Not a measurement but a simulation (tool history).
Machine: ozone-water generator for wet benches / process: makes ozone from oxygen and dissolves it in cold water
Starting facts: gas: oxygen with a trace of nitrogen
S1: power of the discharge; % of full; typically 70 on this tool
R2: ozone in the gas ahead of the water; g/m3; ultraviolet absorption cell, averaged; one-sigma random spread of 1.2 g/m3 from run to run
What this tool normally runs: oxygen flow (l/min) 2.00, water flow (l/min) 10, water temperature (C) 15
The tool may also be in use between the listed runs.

Run 1, hour 0.0: usual settings. Result: dissolved ozone (ppm) 20.8, R2 215.3 g/m3.
Run 2, hour 214.6: usual settings but oxygen flow (l/min) 3.33. Result: dissolved ozone (ppm) 22.0, R2 166.9 g/m3.
Run 3, hour 422.2: usual settings but oxygen flow (l/min) 3.33. Result: dissolved ozone (ppm) 21.9, R2 167.7 g/m3.
Run 4, hour 653.8: usual settings but water flow (l/min) 7. Result: dissolved ozone (ppm) 28.3, R2 213.3 g/m3.
Run 5, hour 819.6: usual settings but water flow (l/min) 7. Result: dissolved ozone (ppm) 28.2, R2 213.7 g/m3.
Run 6, hour 1004.9: usual settings but water flow (l/min) 7. Result: dissolved ozone (ppm) 28.0, R2 214.3 g/m3.
Run 7, hour 1158.5: usual settings but water flow (l/min) 8. Result: dissolved ozone (ppm) 25.6, R2 214.2 g/m3.
Run 8, hour 1334.5: usual settings but water flow (l/min) 8. Result: dissolved ozone (ppm) 25.2, R2 214.6 g/m3.
Run 9, hour 1557.2: usual settings but water flow (l/min) 8. Result: dissolved ozone (ppm) 25.4, R2 213.1 g/m3.
At hour 1575.7: contactor cleaned.
Run 10, hour 1798.5: usual settings but water flow (l/min) 16. Result: dissolved ozone (ppm) 13.0, R2 213.1 g/m3.
Run 11, hour 1976.1: usual settings but water flow (l/min) 16. Result: dissolved ozone (ppm) 13.4, R2 214.1 g/m3.
At hour 2173.2: water thermometer calibrated.
Run 12, hour 2181.6: usual settings but water flow (l/min) 16. Result: dissolved ozone (ppm) 13.2, R2 214.5 g/m3.
Run 13, hour 2323.6: usual settings but S1 50 % of full. Result: dissolved ozone (ppm) 17.8, R2 181.9 g/m3.
Run 14, hour 2459.1: usual settings. Result: dissolved ozone (ppm) 21.3, R2 214.1 g/m3.
Run 15, hour 2599.4: usual settings but oxygen flow (l/min) 1.58. Result: dissolved ozone (ppm) 20.1, R2 240.2 g/m3.
Run 16, hour 2783.1: usual settings but oxygen flow (l/min) 1.58. Result: dissolved ozone (ppm) 20.4, R2 240.0 g/m3.
Run 17, hour 2971.3: usual settings but S1 58 % of full, water temperature (C) 10. Result: dissolved ozone (ppm) 20.0, R2 195.9 g/m3.
Run 18, hour 3151.7: usual settings but S1 58 % of full, water temperature (C) 10. Result: dissolved ozone (ppm) 20.0, R2 193.9 g/m3.
Run 19, hour 3381.4: usual settings but S1 58 % of full, water temperature (C) 10. Result: dissolved ozone (ppm) 20.1, R2 192.9 g/m3.
Run 20, hour 3503.2: usual settings but S1 58 % of full, water temperature (C) 7. Result: dissolved ozone (ppm) 20.8, R2 195.6 g/m3.
Run 21, hour 3602.0: usual settings but S1 58 % of full, water temperature (C) 7. Result: dissolved ozone (ppm) 21.0, R2 196.0 g/m3.
Run 22, hour 3758.7: usual settings but oxygen flow (l/min) 3.09, water flow (l/min) 15, water temperature (C) 8. Result: dissolved ozone (ppm) 16.7, R2 172.7 g/m3.
Run 23, hour 3969.8: usual settings but oxygen flow (l/min) 2.36. Result: dissolved ozone (ppm) 21.4, R2 198.9 g/m3.
Run 24, hour 4100.4: usual settings but oxygen flow (l/min) 2.36. Result: dissolved ozone (ppm) 21.3, R2 197.3 g/m3.
Run 25, hour 4203.5: usual settings but oxygen flow (l/min) 2.36. Result: dissolved ozone (ppm) 21.2, R2 197.8 g/m3.
Run 26, hour 4443.1: usual settings but oxygen flow (l/min) 2.36, water temperature (C) 20. Result: dissolved ozone (ppm) 19.8, R2 197.1 g/m3.
Run 27, hour 4618.7: usual settings but oxygen flow (l/min) 2.36, water flow (l/min) 13. Result: dissolved ozone (ppm) 16.6, R2 196.4 g/m3.

Forecast each of these 4 alternatives for the next run:
Run A, hour 4786.1: usual settings but S1 61 % of full, oxygen flow (l/min) 2.43, water flow (l/min) 13. Result: dissolved ozone (ppm) ?, R2 ?.
Run B, hour 4786.1: usual settings but S1 44 % of full, oxygen flow (l/min) 1.33, water flow (l/min) 13. Result: dissolved ozone (ppm) ?, R2 ?.
Run C, hour 4786.1: usual settings but S1 61 % of full, oxygen flow (l/min) 3.08, water flow (l/min) 11. Result: dissolved ozone (ppm) ?, R2 ?.
Run D, hour 4786.1: usual settings but S1 48 % of full, oxygen flow (l/min) 2.36, water flow (l/min) 13. Result: dissolved ozone (ppm) ?, R2 ?.

run  dissolved ozone (ppm)     R2
  A                   16.0  180.5
  B                   11.8  207.8
  C                   18.8  160.3
  D                   14.0  163.9
With no hidden state in the tool, these same runs would have given:
run  dissolved ozone (ppm)     R2
  A                   16.1  180.7
  B                   11.8  208.1
  C                   18.8  160.6
  D                   14.0  164.1

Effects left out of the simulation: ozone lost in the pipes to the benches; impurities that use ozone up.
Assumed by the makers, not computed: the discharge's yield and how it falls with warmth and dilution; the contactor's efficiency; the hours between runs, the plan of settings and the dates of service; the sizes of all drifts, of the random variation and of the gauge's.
